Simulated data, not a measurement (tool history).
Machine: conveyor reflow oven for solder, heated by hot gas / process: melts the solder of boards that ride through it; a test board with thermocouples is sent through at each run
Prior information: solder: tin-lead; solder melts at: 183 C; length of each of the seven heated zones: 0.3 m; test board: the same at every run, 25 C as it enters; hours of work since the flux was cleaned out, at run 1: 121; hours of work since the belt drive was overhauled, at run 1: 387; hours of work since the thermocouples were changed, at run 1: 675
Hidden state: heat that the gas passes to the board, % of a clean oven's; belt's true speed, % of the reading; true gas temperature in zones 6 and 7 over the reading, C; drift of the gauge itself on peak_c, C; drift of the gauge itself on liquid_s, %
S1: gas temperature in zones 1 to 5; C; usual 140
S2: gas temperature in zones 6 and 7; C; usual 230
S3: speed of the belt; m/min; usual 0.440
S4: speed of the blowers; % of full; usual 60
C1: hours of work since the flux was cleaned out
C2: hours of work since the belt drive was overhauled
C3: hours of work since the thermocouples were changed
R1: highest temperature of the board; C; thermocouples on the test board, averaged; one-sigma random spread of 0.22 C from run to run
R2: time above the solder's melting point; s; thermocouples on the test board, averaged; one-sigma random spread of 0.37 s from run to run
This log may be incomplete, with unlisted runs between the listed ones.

run	hour	S1	S2	S3	S4	C1	C2	C3	R1	R2
1	0.0	140	230	0.440	60	121	387	675	216.9	62.0
2	23.0	140	236	0.440	60	137	403	691	222.5	66.4
3	53.0	140	236	0.440	60	159	424	712	222.1	66.7
4	83.3	135	230	0.440	60	180	446	734	216.3	60.0
5	121.0	147	230	0.440	60	207	473	761	218.1	66.4
6	164.2	147	230	0.440	60	238	504	792	217.8	66.8
7	186.9	147	230	0.440	60	254	520	808	217.7	66.3
# hour 200.9: flux residue cleaned out of gas plates and filters
8	216.0	140	230	0.440	89	11	538	825	222.3	68.0
9	235.4	140	230	0.440	89	25	551	839	222.3	68.1
10	275.2	140	230	0.440	89	53	580	868	222.4	68.3
11	305.7	140	230	0.440	89	75	602	890	222.2	68.2
12	335.0	140	230	0.440	60	96	623	911	216.9	62.3
13	354.4	140	230	0.419	60	110	636	924	218.2	66.8
14	378.5	140	230	0.419	60	127	654	942	218.3	67.4
15	418.2	140	230	0.419	60	155	682	970	218.3	67.8
16	441.6	151	235	0.527	63	172	699	987	218.8	56.6
17	482.3	154	228	0.425	74	201	728	1016	220.3	74.8
18	500.5	154	228	0.425	74	214	741	1029	220.6	74.6
19	543.5	149	235	0.391	74	245	772	1060	228.1	83.5
# hour 572.3: flux residue cleaned out of gas plates and filters
20	576.2	135	220	0.484	60	3	791	1079	204.4	43.2
21	619.8	135	220	0.484	60	34	823	1111	204.5	43.6
22	643.8	140	231	0.394	76	51	840	1128	223.3	77.6
23	678.8	140	230	0.440	82	76	865	1153	220.9	66.6
24	697.0	140	230	0.493	82	89	878	1166	218.8	57.6
25	724.9	140	230	0.493	78	109	898	1186	217.5	57.1
26	760.6	151	239	0.530	78	135	923	1211	225.4	60.4
27	780.2	126	239	0.433	78	149	937	1225	228.0	67.4
28	814.2	137	227	0.452	80	173	962	1250	217.3	61.2
29	841.3	144	230	0.440	60	192	981	1269	217.7	64.8
30	870.8	144	230	0.440	60	213	1002	1290	217.5	64.6

Forecast each of these 3 alternatives for the next run:
A	903.2	144	221	0.386	60	237	1025	1313	?	?
B	903.2	144	230	0.450	57	237	1025	1313	?	?
C	903.2	140	230	0.359	60	237	1025	1313	?	?

run	R1	R2
A	212.2	70.5
B	216.1	62.1
C	222.4	82.1
With the hidden condition removed and each run's random variation left untouched, the same runs would have given:
run	R1	R2
A	212.2	70.4
B	216.1	62.1
C	222.3	82.0

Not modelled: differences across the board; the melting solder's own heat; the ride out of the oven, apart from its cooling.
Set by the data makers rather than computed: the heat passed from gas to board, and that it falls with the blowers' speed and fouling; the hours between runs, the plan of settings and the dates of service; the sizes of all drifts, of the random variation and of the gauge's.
